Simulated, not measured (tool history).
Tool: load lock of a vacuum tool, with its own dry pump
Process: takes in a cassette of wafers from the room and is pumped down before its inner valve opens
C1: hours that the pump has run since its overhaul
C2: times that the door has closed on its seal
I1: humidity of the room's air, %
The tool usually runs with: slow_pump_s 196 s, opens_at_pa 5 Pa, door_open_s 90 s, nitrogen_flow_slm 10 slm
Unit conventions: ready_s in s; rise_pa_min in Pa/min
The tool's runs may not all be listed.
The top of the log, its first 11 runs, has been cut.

{"run": 12, "hour": 6412.0, "slow_pump_s": 196, "opens_at_pa": 5, "door_open_s": 90, "nitrogen_flow_slm": 17, "C1": 6846, "C2": 30403, "I1": 45.7, "ready_s": 399.0, "rise_pa_min": 0.098}
{"run": 13, "hour": 6788.0, "slow_pump_s": 196, "opens_at_pa": 5, "door_open_s": 90, "nitrogen_flow_slm": 14, "C1": 7222, "C2": 32235, "I1": 46.7, "ready_s": 403.7, "rise_pa_min": 0.108}
{"run": 14, "hour": 7353.9, "slow_pump_s": 196, "opens_at_pa": 5, "door_open_s": 90, "nitrogen_flow_slm": 14, "C1": 7788, "C2": 34992, "I1": 45.6, "ready_s": 409.7, "rise_pa_min": 0.116}
{"run": 15, "hour": 7966.8, "slow_pump_s": 196, "opens_at_pa": 5, "door_open_s": 90, "nitrogen_flow_slm": 10, "C1": 8401, "C2": 37979, "I1": 44.0, "ready_s": 410.8, "rise_pa_min": 0.135}
{"run": 16, "hour": 8532.8, "slow_pump_s": 196, "opens_at_pa": 5, "door_open_s": 90, "nitrogen_flow_slm": 10, "C1": 8967, "C2": 40737, "I1": 45.9, "ready_s": 419.8, "rise_pa_min": 0.144}
{"hour": 8807.9, "done": "dry pump taken out, an overhauled one fitted"}
{"run": 17, "hour": 9061.4, "slow_pump_s": 196, "opens_at_pa": 5, "door_open_s": 90, "nitrogen_flow_slm": 10, "C1": 253, "C2": 43284, "I1": 44.2, "ready_s": 359.1, "rise_pa_min": 0.16}
{"run": 18, "hour": 9659.6, "slow_pump_s": 196, "opens_at_pa": 5, "door_open_s": 90, "nitrogen_flow_slm": 10, "C1": 852, "C2": 46199, "I1": 43.7, "ready_s": 361.7, "rise_pa_min": 0.178}
{"run": 19, "hour": 9983.1, "slow_pump_s": 196, "opens_at_pa": 5, "door_open_s": 76, "nitrogen_flow_slm": 10, "C1": 1175, "C2": 47775, "I1": 47.0, "ready_s": 367.2, "rise_pa_min": 0.18}
{"run": 20, "hour": 10423.5, "slow_pump_s": 294, "opens_at_pa": 5, "door_open_s": 48, "nitrogen_flow_slm": 10, "C1": 1616, "C2": 49920, "I1": 45.0, "ready_s": 457.8, "rise_pa_min": 0.188}
{"run": 21, "hour": 11087.4, "slow_pump_s": 294, "opens_at_pa": 7, "door_open_s": 48, "nitrogen_flow_slm": 10, "C1": 2279, "C2": 53156, "I1": 41.8, "ready_s": 447.6, "rise_pa_min": 0.206}
{"run": 22, "hour": 11555.9, "slow_pump_s": 196, "opens_at_pa": 5, "door_open_s": 90, "nitrogen_flow_slm": 22, "C1": 2748, "C2": 55439, "I1": 43.7, "ready_s": 373.9, "rise_pa_min": 0.215}
{"run": 23, "hour": 12048.0, "slow_pump_s": 112, "opens_at_pa": 5, "door_open_s": 90, "nitrogen_flow_slm": 22, "C1": 3240, "C2": 57837, "I1": 48.0, "ready_s": 303.8, "rise_pa_min": 0.239}
{"run": 24, "hour": 12759.1, "slow_pump_s": 196, "opens_at_pa": 5, "door_open_s": 44, "nitrogen_flow_slm": 10, "C1": 3951, "C2": 61301, "I1": 45.2, "ready_s": 381.2, "rise_pa_min": 0.258}
{"run": 25, "hour": 13067.1, "slow_pump_s": 131, "opens_at_pa": 5, "door_open_s": 86, "nitrogen_flow_slm": 34, "C1": 4259, "C2": 62802, "I1": 42.2, "ready_s": 323.3, "rise_pa_min": 0.262}
{"run": 26, "hour": 13769.8, "slow_pump_s": 131, "opens_at_pa": 5, "door_open_s": 86, "nitrogen_flow_slm": 34, "C1": 4962, "C2": 66226, "I1": 45.1, "ready_s": 331.6, "rise_pa_min": 0.283}
{"run": 27, "hour": 14305.5, "slow_pump_s": 131, "opens_at_pa": 5, "door_open_s": 86, "nitrogen_flow_slm": 34, "C1": 5498, "C2": 68837, "I1": 41.2, "ready_s": 330.6, "rise_pa_min": 0.304}
{"hour": 14527.6, "done": "door's seal changed, seat wiped"}
{"run": 28, "hour": 14934.3, "slow_pump_s": 131, "opens_at_pa": 5, "door_open_s": 86, "nitrogen_flow_slm": 34, "C1": 6125, "C2": 1981, "I1": 43.3, "ready_s": 340.9, "rise_pa_min": 0.018}
{"run": 29, "hour": 15372.3, "slow_pump_s": 338, "opens_at_pa": 5, "door_open_s": 36, "nitrogen_flow_slm": 18, "C1": 6563, "C2": 4116, "I1": 46.2, "ready_s": 517.0, "rise_pa_min": 0.016}
{"run": 30, "hour": 15714.5, "slow_pump_s": 196, "opens_at_pa": 9, "door_open_s": 90, "nitrogen_flow_slm": 10, "C1": 6905, "C2": 5783, "I1": 43.3, "ready_s": 377.1, "rise_pa_min": 0.028}
{"run": 31, "hour": 16161.3, "slow_pump_s": 159, "opens_at_pa": 9, "door_open_s": 90, "nitrogen_flow_slm": 6, "C1": 7352, "C2": 7960, "I1": 42.0, "ready_s": 351.3, "rise_pa_min": 0.031}
{"run": 32, "hour": 16732.5, "slow_pump_s": 136, "opens_at_pa": 8, "door_open_s": 27, "nitrogen_flow_slm": 31, "C1": 7923, "C2": 10744, "I1": 45.7, "ready_s": 341.5, "rise_pa_min": 0.03}
{"run": 33, "hour": 17397.7, "slow_pump_s": 140, "opens_at_pa": 7, "door_open_s": 187, "nitrogen_flow_slm": 16, "C1": 8588, "C2": 13985, "I1": 45.5, "ready_s": 347.4, "rise_pa_min": 0.051}
{"run": 34, "hour": 17856.0, "slow_pump_s": 140, "opens_at_pa": 7, "door_open_s": 187, "nitrogen_flow_slm": 16, "C1": 9047, "C2": 16218, "I1": 44.6, "ready_s": 355.1, "rise_pa_min": 0.059}
{"hour": 18045.5, "done": "dry pump taken out, an overhauled one fitted"}
{"run": 35, "hour": 18459.3, "slow_pump_s": 196, "opens_at_pa": 5, "door_open_s": 187, "nitrogen_flow_slm": 10, "C1": 414, "C2": 19129, "I1": 40.3, "ready_s": 364.5, "rise_pa_min": 0.062}
{"run": 36, "hour": 18805.9, "slow_pump_s": 233, "opens_at_pa": 5, "door_open_s": 33, "nitrogen_flow_slm": 10, "C1": 760, "C2": 20817, "I1": 48.0, "ready_s": 394.4, "rise_pa_min": 0.058}

Each row is a separate what-if for the run after 36, all from the same tool condition, not one after another. Results?
{"run": "A", "hour": 19384.1, "slow_pump_s": 196, "opens_at_pa": 5, "door_open_s": 80, "nitrogen_flow_slm": 40, "C1": 1339, "C2": 23635, "I1": 46.2, "ready_s": "?", "rise_pa_min": "?"}
{"run": "B", "hour": 19384.1, "slow_pump_s": 233, "opens_at_pa": 9, "door_open_s": 91, "nitrogen_flow_slm": 10, "C1": 1339, "C2": 23635, "I1": 45.7, "ready_s": "?", "rise_pa_min": "?"}
{"run": "C", "hour": 19384.1, "slow_pump_s": 216, "opens_at_pa": 5, "door_open_s": 101, "nitrogen_flow_slm": 8, "C1": 1339, "C2": 23635, "I1": 43.6, "ready_s": "?", "rise_pa_min": "?"}
{"run": "D", "hour": 19384.1, "slow_pump_s": 247, "opens_at_pa": 5, "door_open_s": 33, "nitrogen_flow_slm": 10, "C1": 1339, "C2": 23635, "I1": 50.8, "ready_s": "?", "rise_pa_min": "?"}
{"run": "E", "hour": 19384.1, "slow_pump_s": 233, "opens_at_pa": 5, "door_open_s": 33, "nitrogen_flow_slm": 27, "C1": 1339, "C2": 23635, "I1": 44.8, "ready_s": "?", "rise_pa_min": "?"}

run=A ready_s=369.0 rise_pa_min=0.069
run=B ready_s=390.4 rise_pa_min=0.078
run=C ready_s=387.1 rise_pa_min=0.076
run=D ready_s=407.1 rise_pa_min=0.069
run=E ready_s=399.8 rise_pa_min=0.065
With no hidden state in the tool, these same runs would have given:
run=A ready_s=363.6 rise_pa_min=0.012
run=B ready_s=385.2 rise_pa_min=0.022
run=C ready_s=381.5 rise_pa_min=0.018
run=D ready_s=401.6 rise_pa_min=0.012
run=E ready_s=394.6 rise_pa_min=0.009
